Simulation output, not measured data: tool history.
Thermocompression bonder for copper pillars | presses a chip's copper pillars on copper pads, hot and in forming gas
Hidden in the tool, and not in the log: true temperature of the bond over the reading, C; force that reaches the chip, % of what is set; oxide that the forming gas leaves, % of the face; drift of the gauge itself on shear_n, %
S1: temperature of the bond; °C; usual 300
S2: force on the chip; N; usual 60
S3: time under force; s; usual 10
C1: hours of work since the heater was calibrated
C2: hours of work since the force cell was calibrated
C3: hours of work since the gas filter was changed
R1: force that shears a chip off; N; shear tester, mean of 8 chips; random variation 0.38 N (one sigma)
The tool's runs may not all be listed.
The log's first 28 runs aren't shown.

| run | hour | S1 | S2 | S3 | C1 | C2 | C3 | R1 |
|---|---|---|---|---|---|---|---|---|
|  | 1185.7 | forming gas filter changed |
| 29 | 1199.4 | 294 | 38 | 18 | 912 | 1222 | 9 | 64.1 |
| 30 | 1228.2 | 287 | 79 | 5 | 930 | 1240 | 27 | 67.3 |
| 31 | 1254.3 | 295 | 40 | 17 | 947 | 1256 | 44 | 66.2 |
| 32 | 1299.4 | 276 | 40 | 17 | 976 | 1285 | 72 | 51.6 |
| 33 | 1341.3 | 276 | 40 | 22 | 1002 | 1312 | 99 | 56.7 |
| 34 | 1369.8 | 281 | 40 | 22 | 1020 | 1330 | 117 | 60.1 |
|  | 1404.1 | heater calibrated with a thermocouple chip |
|  | 1408.5 | forming gas filter changed |
| 35 | 1424.2 | 296 | 74 | 16 | 12 | 1363 | 10 | 90.5 |
| 36 | 1479.5 | 296 | 55 | 16 | 48 | 1398 | 45 | 74.6 |
| 37 | 1527.9 | 296 | 55 | 16 | 78 | 1428 | 76 | 74.4 |
| 38 | 1565.0 | 300 | 39 | 10 | 102 | 1452 | 99 | 49.8 |

3 ways to go on from here, each from the tool as it stands after run 38. What would each give?
| A | 1608.4 | 300 | 55 | 10 | 129 | 1480 | 127 | ? |
| B | 1608.4 | 300 | 89 | 8 | 129 | 1480 | 127 | ? |
| C | 1608.4 | 324 | 50 | 11 | 129 | 1480 | 127 | ? |

| run | R1 |
|---|---|
| A | 65.5 |
| B | 83.9 |
| C | 78.8 |
Without the tool's hidden state the same runs would have given:
| run | R1 |
|---|---|
| A | 72.1 |
| B | 91.2 |
| C | 86.1 |

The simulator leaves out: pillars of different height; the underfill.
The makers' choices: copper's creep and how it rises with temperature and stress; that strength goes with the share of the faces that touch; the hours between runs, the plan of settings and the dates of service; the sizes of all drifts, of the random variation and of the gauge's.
